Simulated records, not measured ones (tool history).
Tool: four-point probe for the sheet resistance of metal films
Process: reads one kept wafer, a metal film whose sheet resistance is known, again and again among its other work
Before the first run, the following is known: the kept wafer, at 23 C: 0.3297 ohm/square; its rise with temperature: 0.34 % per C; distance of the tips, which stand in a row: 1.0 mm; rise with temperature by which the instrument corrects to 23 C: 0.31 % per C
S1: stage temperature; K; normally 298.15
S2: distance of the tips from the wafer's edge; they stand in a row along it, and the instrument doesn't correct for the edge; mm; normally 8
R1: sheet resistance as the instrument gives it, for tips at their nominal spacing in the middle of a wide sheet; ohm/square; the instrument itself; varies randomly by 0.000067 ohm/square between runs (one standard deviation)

| run | hour | S1 | S2 | R1 |
|---|---|---|---|---|
| 1 | 0.0 | 298.15 | 8 | 0.332577 |
| 2 | 15.7 | 298.15 | 11 | 0.331295 |
| 3 | 26.4 | 298.15 | 11 | 0.331384 |
| 4 | 46.4 | 294.15 | 11 | 0.330929 |
| 5 | 67.5 | 295.15 | 8 | 0.332308 |
| 6 | 83.6 | 298.15 | 31 | 0.330054 |
| 7 | 105.6 | 298.15 | 8 | 0.332572 |
| 8 | 128.7 | 298.15 | 8 | 0.332596 |
| 9 | 152.1 | 298.15 | 8 | 0.332605 |
| 10 | 163.4 | 298.15 | 8 | 0.332595 |
| 11 | 174.2 | 298.15 | 8 | 0.332740 |
| 12 | 192.4 | 308.15 | 8 | 0.333560 |
| 13 | 215.8 | 301.15 | 9 | 0.332242 |
| 14 | 226.8 | 305.15 | 9 | 0.332657 |
| 15 | 237.8 | 298.15 | 54 | 0.330004 |
| 16 | 255.1 | 308.15 | 55 | 0.330969 |
| 17 | 274.6 | 302.15 | 8 | 0.332962 |
| 18 | 286.5 | 292.15 | 14 | 0.330091 |
| 19 | 304.7 | 306.15 | 5 | 0.337671 |
| 20 | 317.9 | 306.15 | 5 | 0.337625 |
| 21 | 334.0 | 292.15 | 57 | 0.329325 |

Predict each of these 3 candidate next runs independently; none follows another, all start after run 21:
| A | 358.0 | 303.15 | 57 | ? |
| B | 358.0 | 292.15 | 57 | ? |
| C | 358.0 | 291.15 | 18 | ? |

| run | R1 |
|---|---|
| A | 0.330494 |
| B | 0.329327 |
| C | 0.329767 |
Stripped of hidden state, with their random variation kept, the same runs would have yielded:
| run | R1 |
|---|---|
| A | 0.330507 |
| B | 0.329339 |
| C | 0.329780 |
